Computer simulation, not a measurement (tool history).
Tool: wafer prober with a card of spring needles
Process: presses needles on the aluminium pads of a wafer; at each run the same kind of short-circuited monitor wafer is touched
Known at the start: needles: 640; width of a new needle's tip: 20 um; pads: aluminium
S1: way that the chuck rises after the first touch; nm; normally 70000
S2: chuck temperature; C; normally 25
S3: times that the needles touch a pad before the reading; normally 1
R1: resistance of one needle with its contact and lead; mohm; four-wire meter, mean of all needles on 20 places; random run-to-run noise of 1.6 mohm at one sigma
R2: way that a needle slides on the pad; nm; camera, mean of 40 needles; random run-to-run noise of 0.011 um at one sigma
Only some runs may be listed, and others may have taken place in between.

Run 1, hour 0: usual settings. Result: R1 163 mohm, R2 8600 nm.
At hour 10.7: height of the first contact set anew.
Run 2, hour 16.9: usual settings but S1 66000 nm. Result: R1 229 mohm, R2 8240 nm.
At hour 18.6: tips cleaned on abrasive film.
Run 3, hour 28.2: usual settings but S1 69000 nm. Result: R1 208 mohm, R2 8610 nm.
At hour 37.2: tips cleaned on abrasive film.
Run 4, hour 43.7: usual settings but S3 2. Result: R1 181 mohm, R2 8710 nm.
At hour 55.5: tips cleaned on abrasive film.
Run 5, hour 58.8: usual settings but S3 2. Result: R1 174 mohm, R2 8690 nm.
Run 6, hour 70.8: usual settings but S3 2. Result: R1 197 mohm, R2 8710 nm.
At hour 73.9: tips cleaned on abrasive film.
Run 7, hour 80.7: usual settings. Result: R1 206 mohm, R2 8700 nm.
At hour 92.8: tips cleaned on abrasive film.
Run 8, hour 96.9: usual settings but S2 97 C. Result: R1 202 mohm, R2 8710 nm.
At hour 111.4: tips cleaned on abrasive film.
Run 9, hour 111.5: usual settings. Result: R1 167 mohm, R2 8700 nm.
Run 10, hour 124.1: usual settings. Result: R1 217 mohm, R2 8710 nm.
At hour 130.6: tips cleaned on abrasive film.
Run 11, hour 134.9: usual settings but S3 3. Result: R1 168 mohm, R2 8700 nm.
At hour 149.9: tips cleaned on abrasive film.
Run 12, hour 149.9: usual settings but S3 3. Result: R1 155 mohm, R2 8690 nm.
Run 13, hour 163.2: usual settings. Result: R1 219 mohm, R2 8670 nm.
At hour 169.6: tips cleaned on abrasive film.
Run 14, hour 172.9: usual settings. Result: R1 188 mohm, R2 8680 nm.
At hour 188.9: tips cleaned on abrasive film.
Run 15, hour 188.9: usual settings. Result: R1 165 mohm, R2 8670 nm.
Run 16, hour 198.5: usual settings. Result: R1 213 mohm, R2 8670 nm.
At hour 207.8: tips cleaned on abrasive film.
Run 17, hour 210.5: usual settings. Result: R1 182 mohm, R2 8660 nm.
Run 18, hour 222.3: usual settings but S1 63000 nm, S2 64 C, S3 2. Result: R1 216 mohm, R2 7790 nm.
At hour 226.1: tips cleaned on abrasive film.
Run 19, hour 233.8: usual settings but S1 83000 nm, S2 29 C. Result: R1 194 mohm, R2 10260 nm.
At hour 245: tips cleaned on abrasive film.
Run 20, hour 245: usual settings but S1 85000 nm, S2 29 C, S3 2. Result: R1 156 mohm, R2 10540 nm.
Run 21, hour 261.1: usual settings but S1 85000 nm, S2 29 C, S3 2. Result: R1 181 mohm, R2 10520 nm.
At hour 264: tips cleaned on abrasive film.
Run 22, hour 273.9: usual settings but S1 54000 nm, S3 2. Result: R1 221 mohm, R2 6620 nm.
At hour 282.4: tips cleaned on abrasive film.
Run 23, hour 287.1: usual settings but S1 54000 nm, S2 101 C, S3 3. Result: R1 198 mohm, R2 6630 nm.
At hour 300.9: tips cleaned on abrasive film.
Run 24, hour 300.9: usual settings but S1 84000 nm, S2 101 C, S3 3. Result: R1 169 mohm, R2 10390 nm.
Run 25, hour 308.5: usual settings but S1 90000 nm, S2 41 C, S3 3. Result: R1 167 mohm, R2 11120 nm.
At hour 319.5: tips cleaned on abrasive film.
Run 26, hour 321.6: usual settings but S1 90000 nm, S2 41 C, S3 3. Result: R1 162 mohm, R2 11120 nm.
Run 27, hour 335.4: usual settings but S2 29 C, S3 2. Result: R1 201 mohm, R2 8610 nm.
At hour 337.8: tips cleaned on abrasive film.
Run 28, hour 345.2: usual settings but S1 60000 nm, S2 71 C, S3 2. Result: R1 207 mohm, R2 7340 nm.
At hour 356.2: tips cleaned on abrasive film.
Run 29, hour 356.2: usual settings but S1 73000 nm, S2 64 C, S3 2. Result: R1 169 mohm, R2 8980 nm.
Run 30, hour 369.8: usual settings but S1 60000 nm, S2 69 C, S3 2. Result: R1 222 mohm, R2 7330 nm.
At hour 375.4: tips cleaned on abrasive film.
Run 31, hour 385.8: usual settings but S1 51000 nm. Result: R1 272 mohm, R2 6220 nm.
At hour 393.8: tips cleaned on abrasive film.
Run 32, hour 395.8: usual settings but S1 51000 nm. Result: R1 212 mohm, R2 6210 nm.
Run 33, hour 410.7: usual settings but S1 51000 nm, S2 58 C, S3 2. Result: R1 246 mohm, R2 6210 nm.

Consider 3 possible next runs. They are alternatives, not a sequence: every one starts from the tool as it was left by run 33. What does each give?
At hour 412.3: tips cleaned on abrasive film.
Run A, hour 426.3: usual settings but S1 51000 nm, S2 58 C, S3 2. Result: R1 ?, R2 ?.
At hour 412.3: tips cleaned on abrasive film.
Run B, hour 426.3: usual settings but S1 81000 nm, S3 3. Result: R1 ?, R2 ?.
At hour 412.3: tips cleaned on abrasive film.
Run C, hour 426.3: usual settings but S1 58000 nm, S2 62 C, S3 2. Result: R1 ?, R2 ?.

run   R1    R2
  A  247  6190
  B  174  9950
  C  223  7080
Without the tool's hidden state the same runs would have given:
run   R1     R2
  A  174   6360
  B  154  10120
  C  166   7240
